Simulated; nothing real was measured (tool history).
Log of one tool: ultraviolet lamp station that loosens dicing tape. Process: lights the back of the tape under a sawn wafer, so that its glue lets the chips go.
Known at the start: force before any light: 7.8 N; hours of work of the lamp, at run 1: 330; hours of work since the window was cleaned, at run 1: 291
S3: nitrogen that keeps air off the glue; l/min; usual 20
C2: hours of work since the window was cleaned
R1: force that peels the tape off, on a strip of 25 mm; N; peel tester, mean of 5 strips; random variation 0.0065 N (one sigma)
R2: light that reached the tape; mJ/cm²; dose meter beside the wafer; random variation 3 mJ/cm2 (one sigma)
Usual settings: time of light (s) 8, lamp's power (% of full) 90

run 1 hour=0.0 | time_of_light_(s)=8 lamp's_power_(%_of_full)=90 S3=20 | hours_of_work_of_the_lamp=330 C2=291 | R1=0.262 R2=359
run 2 hour=6.7 | time_of_light_(s)=8 lamp's_power_(%_of_full)=90 S3=20 | hours_of_work_of_the_lamp=334 C2=295 | R1=0.257 R2=359
run 3 hour=17.7 | time_of_light_(s)=8 lamp's_power_(%_of_full)=90 S3=24 | hours_of_work_of_the_lamp=341 C2=302 | R1=0.227 R2=359
run 4 hour=29.3 | time_of_light_(s)=8 lamp's_power_(%_of_full)=90 S3=24 | hours_of_work_of_the_lamp=349 C2=310 | R1=0.241 R2=363
run 5 hour=38.0 | time_of_light_(s)=8 lamp's_power_(%_of_full)=90 S3=24 | hours_of_work_of_the_lamp=355 C2=316 | R1=0.252 R2=356
run 6 hour=45.5 | time_of_light_(s)=4 lamp's_power_(%_of_full)=90 S3=20 | hours_of_work_of_the_lamp=360 C2=320 | R1=0.962 R2=175
run 7 hour=60.0 | time_of_light_(s)=5 lamp's_power_(%_of_full)=90 S3=20 | hours_of_work_of_the_lamp=369 C2=330 | R1=0.648 R2=220
run 8 hour=68.1 | time_of_light_(s)=5 lamp's_power_(%_of_full)=90 S3=20 | hours_of_work_of_the_lamp=374 C2=335 | R1=0.663 R2=220
run 9 hour=81.2 | time_of_light_(s)=8 lamp's_power_(%_of_full)=64 S3=20 | hours_of_work_of_the_lamp=383 C2=344 | R1=0.518 R2=250
run 10 hour=95.5 | time_of_light_(s)=8 lamp's_power_(%_of_full)=64 S3=20 | hours_of_work_of_the_lamp=392 C2=353 | R1=0.510 R2=246
run 11 hour=105.8 | time_of_light_(s)=8 lamp's_power_(%_of_full)=64 S3=20 | hours_of_work_of_the_lamp=399 C2=360 | R1=0.492 R2=243
run 12 hour=112.5 | time_of_light_(s)=8 lamp's_power_(%_of_full)=90 S3=20 | hours_of_work_of_the_lamp=403 C2=364 | R1=0.270 R2=348
run 13 hour=122.0 | time_of_light_(s)=8 lamp's_power_(%_of_full)=90 S3=20 | hours_of_work_of_the_lamp=409 C2=370 | R1=0.278 R2=342
-- hour=135.3 window cleaned of glue's vapour
run 14 hour=137.4 | time_of_light_(s)=8 lamp's_power_(%_of_full)=90 S3=20 | hours_of_work_of_the_lamp=419 C2=1 | R1=0.321 R2=316
run 15 hour=147.7 | time_of_light_(s)=8 lamp's_power_(%_of_full)=90 S3=20 | hours_of_work_of_the_lamp=426 C2=8 | R1=0.322 R2=307
run 16 hour=159.8 | time_of_light_(s)=8 lamp's_power_(%_of_full)=90 S3=20 | hours_of_work_of_the_lamp=434 C2=16 | R1=0.328 R2=309
run 17 hour=169.0 | time_of_light_(s)=8 lamp's_power_(%_of_full)=90 S3=20 | hours_of_work_of_the_lamp=440 C2=22 | R1=0.329 R2=306
run 18 hour=176.2 | time_of_light_(s)=8 lamp's_power_(%_of_full)=90 S3=20 | hours_of_work_of_the_lamp=444 C2=27 | R1=0.322 R2=309
-- hour=179.7 window cleaned of glue's vapour, once more
run 19 hour=191.7 | time_of_light_(s)=9 lamp's_power_(%_of_full)=90 S3=20 | hours_of_work_of_the_lamp=454 C2=8 | R1=0.207 R2=441
run 20 hour=200.8 | time_of_light_(s)=8 lamp's_power_(%_of_full)=90 S3=20 | hours_of_work_of_the_lamp=460 C2=14 | R1=0.228 R2=389
run 21 hour=210.0 | time_of_light_(s)=8 lamp's_power_(%_of_full)=90 S3=13 | hours_of_work_of_the_lamp=466 C2=20 | R1=0.290 R2=387
run 22 hour=223.9 | time_of_light_(s)=8 lamp's_power_(%_of_full)=62 S3=20 | hours_of_work_of_the_lamp=475 C2=29 | R1=0.447 R2=263
run 23 hour=232.5 | time_of_light_(s)=8 lamp's_power_(%_of_full)=74 S3=13 | hours_of_work_of_the_lamp=481 C2=34 | R1=0.426 R2=313
run 24 hour=243.5 | time_of_light_(s)=8 lamp's_power_(%_of_full)=74 S3=13 | hours_of_work_of_the_lamp=488 C2=42 | R1=0.422 R2=317
run 25 hour=250.8 | time_of_light_(s)=8 lamp's_power_(%_of_full)=81 S3=35 | hours_of_work_of_the_lamp=493 C2=46 | R1=0.230 R2=345
run 26 hour=264.4 | time_of_light_(s)=8 lamp's_power_(%_of_full)=74 S3=23 | hours_of_work_of_the_lamp=501 C2=55 | R1=0.310 R2=313
run 27 hour=276.9 | time_of_light_(s)=5 lamp's_power_(%_of_full)=80 S3=20 | hours_of_work_of_the_lamp=510 C2=63 | R1=0.697 R2=205
run 28 hour=291.0 | time_of_light_(s)=14 lamp's_power_(%_of_full)=68 S3=20 | hours_of_work_of_the_lamp=519 C2=72 | R1=0.191 R2=495
run 29 hour=302.0 | time_of_light_(s)=11 lamp's_power_(%_of_full)=72 S3=7 | hours_of_work_of_the_lamp=526 C2=80 | R1=0.386 R2=416
run 30 hour=308.3 | time_of_light_(s)=13 lamp's_power_(%_of_full)=83 S3=20 | hours_of_work_of_the_lamp=530 C2=84 | R1=0.194 R2=553
run 31 hour=320.5 | time_of_light_(s)=13 lamp's_power_(%_of_full)=83 S3=20 | hours_of_work_of_the_lamp=538 C2=92 | R1=0.183 R2=556
run 32 hour=332.3 | time_of_light_(s)=13 lamp's_power_(%_of_full)=83 S3=20 | hours_of_work_of_the_lamp=546 C2=99 | R1=0.185 R2=552
run 33 hour=346.2 | time_of_light_(s)=5 lamp's_power_(%_of_full)=90 S3=10 | hours_of_work_of_the_lamp=555 C2=108 | R1=0.971 R2=230
run 34 hour=355.4 | time_of_light_(s)=5 lamp's_power_(%_of_full)=86 S3=10 | hours_of_work_of_the_lamp=561 C2=114 | R1=1.056 R2=222
run 35 hour=363.4 | time_of_light_(s)=14 lamp's_power_(%_of_full)=78 S3=20 | hours_of_work_of_the_lamp=566 C2=120 | R1=0.180 R2=554
run 36 hour=371.5 | time_of_light_(s)=9 lamp's_power_(%_of_full)=86 S3=30 | hours_of_work_of_the_lamp=571 C2=125 | R1=0.210 R2=389
run 37 hour=380.6 | time_of_light_(s)=4 lamp's_power_(%_of_full)=96 S3=30 | hours_of_work_of_the_lamp=577 C2=131 | R1=0.647 R2=193
run 38 hour=391.5 | time_of_light_(s)=7 lamp's_power_(%_of_full)=65 S3=25 | hours_of_work_of_the_lamp=584 C2=138 | R1=0.535 R2=231
run 39 hour=398.4 | time_of_light_(s)=8 lamp's_power_(%_of_full)=67 S3=9 | hours_of_work_of_the_lamp=589 C2=142 | R1=0.803 R2=261
run 40 hour=408.4 | time_of_light_(s)=14 lamp's_power_(%_of_full)=67 S3=14 | hours_of_work_of_the_lamp=595 C2=149 | R1=0.229 R2=465
run 41 hour=422.8 | time_of_light_(s)=6 lamp's_power_(%_of_full)=64 S3=7 | hours_of_work_of_the_lamp=605 C2=158 | R1=1.648 R2=188
run 42 hour=434.1 | time_of_light_(s)=5 lamp's_power_(%_of_full)=93 S3=17 | hours_of_work_of_the_lamp=612 C2=166 | R1=0.672 R2=226
run 43 hour=442.3 | time_of_light_(s)=6 lamp's_power_(%_of_full)=90 S3=20 | hours_of_work_of_the_lamp=617 C2=171 | R1=0.447 R2=270

4 ways to go on from here, each from the tool as it stands after run 43. What would each give?
run A hour=450.5 | time_of_light_(s)=8 lamp's_power_(%_of_full)=90 S3=29 | hours_of_work_of_the_lamp=623 C2=176 | R1=? R2=?
run B hour=450.5 | time_of_light_(s)=8 lamp's_power_(%_of_full)=90 S3=19 | hours_of_work_of_the_lamp=623 C2=176 | R1=? R2=?
run C hour=450.5 | time_of_light_(s)=12 lamp's_power_(%_of_full)=60 S3=20 | hours_of_work_of_the_lamp=623 C2=176 | R1=? R2=?
run D hour=450.5 | time_of_light_(s)=7 lamp's_power_(%_of_full)=90 S3=28 | hours_of_work_of_the_lamp=623 C2=176 | R1=? R2=?

run=A R1=0.226 R2=351
run=B R1=0.270 R2=352
run=C R1=0.266 R2=353
run=D R1=0.267 R2=311
Without the tool's hidden state the same runs would have given:
run=A R1=0.190 R2=439
run=B R1=0.208 R2=440
run=C R1=0.209 R2=440
run=D R1=0.204 R2=388
